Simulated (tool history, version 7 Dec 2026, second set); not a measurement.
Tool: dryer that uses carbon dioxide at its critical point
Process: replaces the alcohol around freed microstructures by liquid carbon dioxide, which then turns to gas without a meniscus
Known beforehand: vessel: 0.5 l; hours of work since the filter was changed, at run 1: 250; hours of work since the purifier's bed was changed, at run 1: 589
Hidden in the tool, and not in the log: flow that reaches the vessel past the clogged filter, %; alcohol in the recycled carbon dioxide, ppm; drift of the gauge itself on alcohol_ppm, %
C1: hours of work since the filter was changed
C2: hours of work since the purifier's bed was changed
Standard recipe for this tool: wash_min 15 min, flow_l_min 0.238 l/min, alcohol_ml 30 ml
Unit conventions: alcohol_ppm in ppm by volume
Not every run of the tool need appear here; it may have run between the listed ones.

Run 1, hour 0: usual settings; C1 250; C2 589. Result: alcohol_ppm 381 ppm by volume.
Run 2, hour 13.7: usual settings; C1 261; C2 600. Result: alcohol_ppm 388 ppm by volume.
Run 3, hour 32.6: usual settings; C1 275; C2 615. Result: alcohol_ppm 420 ppm by volume.
Run 4, hour 43.7: usual settings; C1 284; C2 624. Result: alcohol_ppm 424 ppm by volume.
Run 5, hour 63.1: usual settings but flow_l_min 0.267 l/min; C1 299; C2 639. Result: alcohol_ppm 325 ppm by volume.
Run 6, hour 79.1: usual settings but flow_l_min 0.267 l/min; C1 312; C2 651. Result: alcohol_ppm 320 ppm by volume.
Run 7, hour 88.4: usual settings but flow_l_min 0.267 l/min, alcohol_ml 101 ml; C1 319; C2 659. Result: alcohol_ppm 658 ppm by volume.
Run 8, hour 98.1: usual settings but flow_l_min 0.207 l/min, alcohol_ml 101 ml; C1 327; C2 666. Result: alcohol_ppm 2059 ppm by volume.
At hour 110.5: inlet filter changed.
Run 9, hour 117.2: usual settings but flow_l_min 0.207 l/min, alcohol_ml 101 ml; C1 5; C2 681. Result: alcohol_ppm 948 ppm by volume.
Run 10, hour 134.1: usual settings but flow_l_min 0.207 l/min, alcohol_ml 101 ml; C1 19; C2 694. Result: alcohol_ppm 983 ppm by volume.
Run 11, hour 149.1: usual settings; C1 30; C2 706. Result: alcohol_ppm 318 ppm by volume.
Run 12, hour 159.1: usual settings; C1 38; C2 713. Result: alcohol_ppm 317 ppm by volume.
Run 13, hour 171: usual settings; C1 47; C2 723. Result: alcohol_ppm 307 ppm by volume.
Run 14, hour 180.1: usual settings; C1 55; C2 730. Result: alcohol_ppm 329 ppm by volume.
Run 15, hour 200.4: usual settings but flow_l_min 0.395 l/min; C1 71; C2 746. Result: alcohol_ppm 231 ppm by volume.
Run 16, hour 220.7: usual settings but flow_l_min 0.395 l/min, alcohol_ml 45 ml; C1 87; C2 762. Result: alcohol_ppm 222 ppm by volume.
Run 17, hour 231.6: usual settings but flow_l_min 0.395 l/min, alcohol_ml 45 ml; C1 95; C2 770. Result: alcohol_ppm 229 ppm by volume.
Run 18, hour 244.9: usual settings but wash_min 19 min, flow_l_min 0.25 l/min; C1 106; C2 781. Result: alcohol_ppm 254 ppm by volume.
Run 19, hour 255.1: usual settings but wash_min 13 min, flow_l_min 0.331 l/min, alcohol_ml 73 ml; C1 113; C2 789. Result: alcohol_ppm 345 ppm by volume.
Run 20, hour 274.6: usual settings but wash_min 13 min, flow_l_min 0.391 l/min, alcohol_ml 83 ml; C1 129; C2 804. Result: alcohol_ppm 275 ppm by volume.
Run 21, hour 284: usual settings but wash_min 13 min, flow_l_min 0.391 l/min, alcohol_ml 83 ml; C1 136; C2 811. Result: alcohol_ppm 268 ppm by volume.
Run 22, hour 300.1: usual settings but wash_min 13 min, flow_l_min 0.171 l/min, alcohol_ml 58 ml; C1 149; C2 824. Result: alcohol_ppm 2952 ppm by volume.
Run 23, hour 313.7: usual settings but wash_min 13 min, flow_l_min 0.171 l/min, alcohol_ml 58 ml; C1 159; C2 835. Result: alcohol_ppm 3077 ppm by volume.
Run 24, hour 323.8: usual settings but wash_min 18 min, flow_l_min 0.193 l/min, alcohol_ml 96 ml; C1 167; C2 843. Result: alcohol_ppm 824 ppm by volume.
Run 25, hour 333.7: usual settings but wash_min 23 min, flow_l_min 0.159 l/min; C1 175; C2 850. Result: alcohol_ppm 386 ppm by volume.
Run 26, hour 344.5: usual settings but wash_min 23 min, flow_l_min 0.159 l/min; C1 184; C2 859. Result: alcohol_ppm 397 ppm by volume.
Run 27, hour 359.2: usual settings but wash_min 16 min, flow_l_min 0.17 l/min, alcohol_ml 27 ml; C1 195; C2 870. Result: alcohol_ppm 863 ppm by volume.
Run 28, hour 368.3: usual settings but alcohol_ml 22 ml; C1 202; C2 878. Result: alcohol_ppm 404 ppm by volume.
Run 29, hour 382.5: usual settings but wash_min 21 min, alcohol_ml 65 ml; C1 213; C2 889. Result: alcohol_ppm 296 ppm by volume.
Run 30, hour 393.5: usual settings but flow_l_min 0.158 l/min; C1 222; C2 897. Result: alcohol_ppm 1545 ppm by volume.

Measured less the same run without the tool's hidden state. The same run-to-run variation is in both; the gauge's scatter may not be:
run  alcohol_ppm
  1         +284
  2         +299
  3         +314
  4         +323
  5         +281
  6         +276
  7         +506
  8        +1327
  9         +236
 10         +270
 11         +221
 12         +220
 13         +223
 14         +236
 15         +218
 16         +222
 17         +221
 18         +240
 19         +272
 20         +254
 21         +250
 22        +1011
 23        +1095
 24         +494
 25         +304
 26         +320
 27         +497
 28         +326
 29         +272
 30         +777
